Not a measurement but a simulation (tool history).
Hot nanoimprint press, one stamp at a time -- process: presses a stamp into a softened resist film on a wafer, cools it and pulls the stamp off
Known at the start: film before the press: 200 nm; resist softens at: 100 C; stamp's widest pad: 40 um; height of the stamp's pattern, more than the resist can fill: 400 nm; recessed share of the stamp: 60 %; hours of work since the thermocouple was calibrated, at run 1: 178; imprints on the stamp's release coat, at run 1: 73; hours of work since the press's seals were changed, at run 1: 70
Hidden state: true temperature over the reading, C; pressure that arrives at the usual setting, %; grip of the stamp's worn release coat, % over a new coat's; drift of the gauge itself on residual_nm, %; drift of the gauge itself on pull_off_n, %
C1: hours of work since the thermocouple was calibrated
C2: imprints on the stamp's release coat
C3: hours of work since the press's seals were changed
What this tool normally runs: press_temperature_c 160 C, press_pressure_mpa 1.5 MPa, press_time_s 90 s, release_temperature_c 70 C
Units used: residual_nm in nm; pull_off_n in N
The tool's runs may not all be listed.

run 1 day=0 | press_temperature_c=160 press_pressure_mpa=1.5 press_time_s=90 release_temperature_c=70 | C1=178 C2=73 C3=70 | residual_nm=91 pull_off_n=113
run 2 day=0.929 | press_temperature_c=160 press_pressure_mpa=1.5 press_time_s=90 release_temperature_c=70 | C1=188 C2=110 C3=80 | residual_nm=91.4 pull_off_n=114
run 3 day=2.354 | press_temperature_c=160 press_pressure_mpa=1.5 press_time_s=90 release_temperature_c=70 | C1=203 C2=166 C3=95 | residual_nm=91.3 pull_off_n=113
run 4 day=3.488 | press_temperature_c=160 press_pressure_mpa=1.5 press_time_s=90 release_temperature_c=70 | C1=215 C2=211 C3=106 | residual_nm=91 pull_off_n=114
run 5 day=4.375 | press_temperature_c=160 press_pressure_mpa=1.5 press_time_s=90 release_temperature_c=70 | C1=224 C2=246 C3=116 | residual_nm=90.9 pull_off_n=114
run 6 day=5.3 | press_temperature_c=160 press_pressure_mpa=1.5 press_time_s=167 release_temperature_c=70 | C1=234 C2=283 C3=125 | residual_nm=72.8 pull_off_n=112
run 7 day=6.225 | press_temperature_c=171 press_pressure_mpa=1.5 press_time_s=90 release_temperature_c=66 | C1=243 C2=319 C3=135 | residual_nm=58.4 pull_off_n=126
run 8 day=7.038 | press_temperature_c=171 press_pressure_mpa=1.5 press_time_s=90 release_temperature_c=66 | C1=252 C2=352 C3=143 | residual_nm=58.5 pull_off_n=127
run 9 day=8.125 | press_temperature_c=166 press_pressure_mpa=1.17 press_time_s=57 release_temperature_c=76 | C1=263 C2=395 C3=155 | residual_nm=95.5 pull_off_n=101
run 10 day=8.992 | press_temperature_c=151 press_pressure_mpa=1.08 press_time_s=55 release_temperature_c=78 | C1=272 C2=429 C3=164 | residual_nm=159 pull_off_n=96
run 11 day=10.133 | press_temperature_c=151 press_pressure_mpa=1.08 press_time_s=55 release_temperature_c=69 | C1=284 C2=474 C3=175 | residual_nm=159.2 pull_off_n=120

Below are 3 alternative next runs, each starting from the tool's condition after run 11. Predict each:
run A day=11.271 | press_temperature_c=159 press_pressure_mpa=1.08 press_time_s=97 release_temperature_c=77 | C1=296 C2=519 C3=187 | residual_nm=? pull_off_n=?
run B day=11.271 | press_temperature_c=160 press_pressure_mpa=0.97 press_time_s=90 release_temperature_c=70 | C1=296 C2=519 C3=187 | residual_nm=? pull_off_n=?
run C day=11.271 | press_temperature_c=152 press_pressure_mpa=1.5 press_time_s=90 release_temperature_c=77 | C1=296 C2=519 C3=187 | residual_nm=? pull_off_n=?

run=A residual_nm=107.8 pull_off_n=97
run=B residual_nm=111.9 pull_off_n=116
run=C residual_nm=124.3 pull_off_n=96
What these runs would have given with no unlogged condition in the tool:
run=A residual_nm=108.3 pull_off_n=97
run=B residual_nm=112.4 pull_off_n=116
run=C residual_nm=124.8 pull_off_n=96
